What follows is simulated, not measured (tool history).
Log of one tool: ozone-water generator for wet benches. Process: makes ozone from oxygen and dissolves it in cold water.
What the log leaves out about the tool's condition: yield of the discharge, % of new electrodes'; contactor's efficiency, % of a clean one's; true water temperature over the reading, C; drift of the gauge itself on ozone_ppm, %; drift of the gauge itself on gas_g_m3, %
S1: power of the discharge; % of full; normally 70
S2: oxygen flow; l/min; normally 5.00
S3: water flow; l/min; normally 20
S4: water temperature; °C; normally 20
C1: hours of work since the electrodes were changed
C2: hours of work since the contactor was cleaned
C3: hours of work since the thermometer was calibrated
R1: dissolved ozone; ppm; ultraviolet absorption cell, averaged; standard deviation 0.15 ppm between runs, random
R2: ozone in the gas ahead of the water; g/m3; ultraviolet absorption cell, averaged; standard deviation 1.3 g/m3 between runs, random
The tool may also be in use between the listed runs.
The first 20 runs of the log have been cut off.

-- day=32.838 gauge calibrated
run 21 day=34.712 | S1=70 S2=2.66 S3=20 S4=13 | C1=1090 C2=3297 C3=1090 | R1=19.3 R2=323.4
run 22 day=35.988 | S1=70 S2=2.66 S3=20 S4=24 | C1=1115 C2=3323 C3=1115 | R1=17.5 R2=319.7
run 23 day=38.388 | S1=70 S2=3.55 S3=29 S4=24 | C1=1163 C2=3370 C3=1163 | R1=12.6 R2=275.5
run 24 day=40.612 | S1=87 S2=8.92 S3=16 S4=14 | C1=1207 C2=3415 C3=1207 | R1=30.1 R2=210.9
run 25 day=42.992 | S1=87 S2=8.92 S3=16 S4=14 | C1=1255 C2=3462 C3=1255 | R1=30.4 R2=205.8
run 26 day=44.454 | S1=87 S2=8.92 S3=16 S4=14 | C1=1284 C2=3491 C3=1284 | R1=30.7 R2=207.4
run 27 day=45.575 | S1=87 S2=8.92 S3=19 S4=14 | C1=1306 C2=3513 C3=1306 | R1=27.0 R2=207.9
run 28 day=47.783 | S1=62 S2=4.32 S3=19 S4=14 | C1=1350 C2=3557 C3=1350 | R1=19.8 R2=220.1
run 29 day=49.138 | S1=70 S2=5.00 S3=13 S4=13 | C1=1377 C2=3584 C3=1377 | R1=30.5 R2=227.7
run 30 day=50.612 | S1=45 S2=8.94 S3=30 S4=21 | C1=1406 C2=3614 C3=1406 | R1=9.1 R2=111.0
run 31 day=51.842 | S1=79 S2=5.00 S3=30 S4=20 | C1=1431 C2=3638 C3=1431 | R1=15.0 R2=254.4
run 32 day=54.146 | S1=79 S2=5.00 S3=30 S4=21 | C1=1476 C2=3684 C3=1476 | R1=15.0 R2=254.7
run 33 day=56.025 | S1=79 S2=5.00 S3=30 S4=21 | C1=1514 C2=3721 C3=1514 | R1=14.9 R2=251.9

Alternative continuations, all from the tool just after run 33; predict every row:
run A day=58.500 | S1=65 S2=5.00 S3=30 S4=17 | C1=1563 C2=3770 C3=1563 | R1=? R2=?
run B day=58.500 | S1=42 S2=5.00 S3=30 S4=21 | C1=1563 C2=3770 C3=1563 | R1=? R2=?
run C day=58.500 | S1=70 S2=5.93 S3=20 S4=20 | C1=1563 C2=3770 C3=1563 | R1=? R2=?

run=A R1=12.9 R2=213.6
run=B R1=8.2 R2=138.2
run=C R1=19.6 R2=207.6
Without the tool's hidden state the same runs would have given:
run=A R1=12.9 R2=218.8
run=B R1=8.2 R2=141.5
run=C R1=19.6 R2=212.6
